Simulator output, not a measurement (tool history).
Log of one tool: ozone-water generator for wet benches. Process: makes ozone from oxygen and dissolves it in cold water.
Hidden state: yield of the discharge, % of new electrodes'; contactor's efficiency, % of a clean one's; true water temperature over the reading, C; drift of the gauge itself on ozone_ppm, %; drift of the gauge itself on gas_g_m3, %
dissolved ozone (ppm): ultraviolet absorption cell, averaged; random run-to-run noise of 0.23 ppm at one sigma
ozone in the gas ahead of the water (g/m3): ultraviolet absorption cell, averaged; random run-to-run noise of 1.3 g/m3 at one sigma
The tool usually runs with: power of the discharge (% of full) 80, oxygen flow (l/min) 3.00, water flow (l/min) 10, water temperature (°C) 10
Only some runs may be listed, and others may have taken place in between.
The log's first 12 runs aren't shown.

run	hour	power of the discharge (% of full)	oxygen flow (l/min)	water flow (l/min)	water temperature (°C)	hours of work since the electrodes were changed	hours of work since the contactor was cleaned	hours of work since the thermometer was calibrated	dissolved ozone (ppm)	ozone in the gas ahead of the water (g/m3)
13	835.8	67	3.00	10	10	2539	4891	2957	27.3	196.8
# hour 875.3: contactor cleaned
14	922.3	80	3.00	9	10	2593	31	3012	36.4	230.8
15	986.0	80	3.00	10	7	2635	73	3053	34.2	228.0
16	1065.9	80	3.00	10	7	2687	125	3106	34.4	229.6
17	1152.3	79	1.80	7	9	2744	182	3163	42.8	303.1
18	1207.6	79	1.80	7	9	2780	218	3199	43.3	298.0
19	1290.4	81	1.80	7	9	2835	273	3253	44.5	305.2
20	1346.6	81	1.80	7	9	2871	310	3290	44.4	307.5
21	1413.2	62	1.80	7	11	2915	353	3334	34.3	241.8
22	1494.5	43	3.00	10	13	2969	407	3387	18.6	133.3
23	1536.1	98	4.05	6	5	2996	434	3415	61.0	233.9
24	1608.9	80	3.00	10	7	3044	482	3463	34.1	228.4
25	1663.8	80	3.00	7	12	3080	518	3499	41.7	230.3
26	1716.6	80	3.00	7	12	3114	553	3533	42.0	228.4
27	1795.0	74	3.00	10	6	3166	604	3585	31.9	213.5
28	1861.1	57	3.00	10	6	3209	648	3628	25.4	170.0
29	1940.3	87	3.31	15	6	3261	700	3680	25.0	233.7
30	2035.2	87	3.31	15	6	3324	762	3743	25.2	234.3
31	2081.7	66	3.31	15	6	3354	792	3773	19.7	185.3
32	2153.3	56	3.00	10	8	3401	839	3820	24.6	165.6

Alternative continuations, all from the tool just after run 32; predict every row:
A	2225.7	63	3.46	6	8	3449	887	3868	?	?
B	2225.7	56	3.00	13	8	3449	887	3868	?	?
C	2225.7	80	1.70	10	10	3449	887	3868	?	?
D	2225.7	80	2.93	12	10	3449	887	3868	?	?
E	2225.7	56	4.42	10	8	3449	887	3868	?	?

run	dissolved ozone (ppm)	ozone in the gas ahead of the water (g/m3)
A	39.2	171.0
B	19.2	166.2
C	30.3	307.9
D	27.5	229.9
E	24.5	135.5
With the hidden condition removed and each run's random variation left untouched, the same runs would have given:
run	dissolved ozone (ppm)	ozone in the gas ahead of the water (g/m3)
A	41.0	177.1
B	20.1	171.5
C	32.0	321.6
D	29.1	240.2
E	25.6	139.8
